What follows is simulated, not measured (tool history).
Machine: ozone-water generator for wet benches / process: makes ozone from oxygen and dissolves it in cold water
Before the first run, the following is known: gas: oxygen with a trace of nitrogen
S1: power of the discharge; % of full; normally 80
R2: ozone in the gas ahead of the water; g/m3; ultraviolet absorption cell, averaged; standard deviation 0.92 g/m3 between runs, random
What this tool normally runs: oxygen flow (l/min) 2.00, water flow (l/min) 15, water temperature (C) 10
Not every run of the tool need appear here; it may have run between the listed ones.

{"run": 1, "hour": 0.0, "S1": 80, "oxygen flow (l/min)": 2.0, "water flow (l/min)": 15, "water temperature (C)": 10, "dissolved ozone (ppm)": 12.2, "R2": 155.0}
{"run": 2, "hour": 90.3, "S1": 87, "oxygen flow (l/min)": 2.0, "water flow (l/min)": 15, "water temperature (C)": 10, "dissolved ozone (ppm)": 13.0, "R2": 162.9}
{"run": 3, "hour": 156.8, "S1": 87, "oxygen flow (l/min)": 2.0, "water flow (l/min)": 15, "water temperature (C)": 10, "dissolved ozone (ppm)": 12.7, "R2": 162.2}
{"run": 4, "hour": 216.7, "S1": 87, "oxygen flow (l/min)": 2.0, "water flow (l/min)": 15, "water temperature (C)": 10, "dissolved ozone (ppm)": 12.8, "R2": 163.6}
{"run": 5, "hour": 309.4, "S1": 87, "oxygen flow (l/min)": 2.0, "water flow (l/min)": 15, "water temperature (C)": 10, "dissolved ozone (ppm)": 12.7, "R2": 162.5}
{"run": 6, "hour": 358.4, "S1": 87, "oxygen flow (l/min)": 2.0, "water flow (l/min)": 16, "water temperature (C)": 10, "dissolved ozone (ppm)": 11.8, "R2": 162.0}
{"run": 7, "hour": 445.1, "S1": 80, "oxygen flow (l/min)": 2.0, "water flow (l/min)": 15, "water temperature (C)": 10, "dissolved ozone (ppm)": 12.0, "R2": 154.8}
{"run": 8, "hour": 499.0, "S1": 80, "oxygen flow (l/min)": 2.0, "water flow (l/min)": 15, "water temperature (C)": 10, "dissolved ozone (ppm)": 12.2, "R2": 152.8}
{"run": 9, "hour": 551.5, "S1": 80, "oxygen flow (l/min)": 2.0, "water flow (l/min)": 18, "water temperature (C)": 10, "dissolved ozone (ppm)": 9.8, "R2": 153.1}
{"run": 10, "hour": 604.0, "S1": 80, "oxygen flow (l/min)": 2.0, "water flow (l/min)": 18, "water temperature (C)": 10, "dissolved ozone (ppm)": 9.9, "R2": 152.8}
{"run": 11, "hour": 679.5, "S1": 80, "oxygen flow (l/min)": 2.0, "water flow (l/min)": 18, "water temperature (C)": 10, "dissolved ozone (ppm)": 9.8, "R2": 150.4}
{"run": 12, "hour": 765.0, "S1": 80, "oxygen flow (l/min)": 2.0, "water flow (l/min)": 18, "water temperature (C)": 10, "dissolved ozone (ppm)": 9.5, "R2": 153.7}
{"run": 13, "hour": 846.4, "S1": 80, "oxygen flow (l/min)": 2.0, "water flow (l/min)": 15, "water temperature (C)": 5, "dissolved ozone (ppm)": 12.4, "R2": 154.0}
{"run": 14, "hour": 930.9, "S1": 80, "oxygen flow (l/min)": 2.75, "water flow (l/min)": 15, "water temperature (C)": 9, "dissolved ozone (ppm)": 13.6, "R2": 136.9}
{"run": 15, "hour": 1025.3, "S1": 91, "oxygen flow (l/min)": 2.0, "water flow (l/min)": 15, "water temperature (C)": 9, "dissolved ozone (ppm)": 13.0, "R2": 165.7}
{"run": 16, "hour": 1118.8, "S1": 48, "oxygen flow (l/min)": 1.3, "water flow (l/min)": 15, "water temperature (C)": 10, "dissolved ozone (ppm)": 7.2, "R2": 128.4}
{"run": 17, "hour": 1162.3, "S1": 48, "oxygen flow (l/min)": 1.84, "water flow (l/min)": 15, "water temperature (C)": 8, "dissolved ozone (ppm)": 8.5, "R2": 113.2}
{"run": 18, "hour": 1246.3, "S1": 70, "oxygen flow (l/min)": 1.62, "water flow (l/min)": 10, "water temperature (C)": 10, "dissolved ozone (ppm)": 15.4, "R2": 151.9}
{"run": 19, "hour": 1342.4, "S1": 96, "oxygen flow (l/min)": 1.17, "water flow (l/min)": 18, "water temperature (C)": 13, "dissolved ozone (ppm)": 8.4, "R2": 211.4}
{"hour": 1377.5, "done": "water thermometer calibrated"}
{"run": 20, "hour": 1408.0, "S1": 67, "oxygen flow (l/min)": 1.33, "water flow (l/min)": 18, "water temperature (C)": 8, "dissolved ozone (ppm)": 7.1, "R2": 157.2}
{"run": 21, "hour": 1448.8, "S1": 47, "oxygen flow (l/min)": 2.25, "water flow (l/min)": 18, "water temperature (C)": 14, "dissolved ozone (ppm)": 7.1, "R2": 102.3}
{"run": 22, "hour": 1494.7, "S1": 44, "oxygen flow (l/min)": 2.93, "water flow (l/min)": 11, "water temperature (C)": 11, "dissolved ozone (ppm)": 12.3, "R2": 88.9}
{"run": 23, "hour": 1540.4, "S1": 63, "oxygen flow (l/min)": 2.0, "water flow (l/min)": 10, "water temperature (C)": 8, "dissolved ozone (ppm)": 15.8, "R2": 128.3}
{"run": 24, "hour": 1625.3, "S1": 47, "oxygen flow (l/min)": 2.89, "water flow (l/min)": 15, "water temperature (C)": 10, "dissolved ozone (ppm)": 9.7, "R2": 94.5}
{"run": 25, "hour": 1688.6, "S1": 47, "oxygen flow (l/min)": 2.89, "water flow (l/min)": 15, "water temperature (C)": 10, "dissolved ozone (ppm)": 9.4, "R2": 94.0}
{"run": 26, "hour": 1767.2, "S1": 47, "oxygen flow (l/min)": 2.89, "water flow (l/min)": 15, "water temperature (C)": 10, "dissolved ozone (ppm)": 9.5, "R2": 93.7}

Measured less the same run without the tool's hidden state. The same run-to-run variation is in both; the gauge's scatter may not be:
The tool's hidden condition here consists of: yield of the discharge, % of new electrodes'; contactor's efficiency, % of a clean one's; true water temperature over the reading, C; drift of the gauge itself on ozone_ppm, %; drift of the gauge itself on gas_g_m3, %.
run=1 dissolved_ozone_(ppm)=-0.2 R2=+0.1
run=2 dissolved_ozone_(ppm)=-0.4 R2=-0.1
run=3 dissolved_ozone_(ppm)=-0.3 R2=-0.2
run=4 dissolved_ozone_(ppm)=-0.3 R2=-0.2
run=5 dissolved_ozone_(ppm)=-0.3 R2=-0.3
run=6 dissolved_ozone_(ppm)=-0.3 R2=-0.4
run=7 dissolved_ozone_(ppm)=-0.4 R2=-0.4
run=8 dissolved_ozone_(ppm)=-0.4 R2=-0.5
run=9 dissolved_ozone_(ppm)=-0.4 R2=-0.6
run=10 dissolved_ozone_(ppm)=-0.4 R2=-0.7
run=11 dissolved_ozone_(ppm)=-0.4 R2=-0.8
run=12 dissolved_ozone_(ppm)=-0.4 R2=-0.9
run=13 dissolved_ozone_(ppm)=-0.4 R2=-1.0
run=14 dissolved_ozone_(ppm)=-0.5 R2=-0.9
run=15 dissolved_ozone_(ppm)=-0.5 R2=-1.4
run=16 dissolved_ozone_(ppm)=-0.3 R2=-0.8
run=17 dissolved_ozone_(ppm)=-0.3 R2=-0.7
run=18 dissolved_ozone_(ppm)=-0.4 R2=-1.3
run=19 dissolved_ozone_(ppm)=-0.4 R2=-2.5
run=20 dissolved_ozone_(ppm)=-0.3 R2=-1.6
run=21 dissolved_ozone_(ppm)=-0.3 R2=-0.8
run=22 dissolved_ozone_(ppm)=-0.3 R2=-0.7
run=23 dissolved_ozone_(ppm)=-0.5 R2=-1.4
run=24 dissolved_ozone_(ppm)=-0.4 R2=-0.9
run=25 dissolved_ozone_(ppm)=-0.4 R2=-0.9
run=26 dissolved_ozone_(ppm)=-0.4 R2=-0.9
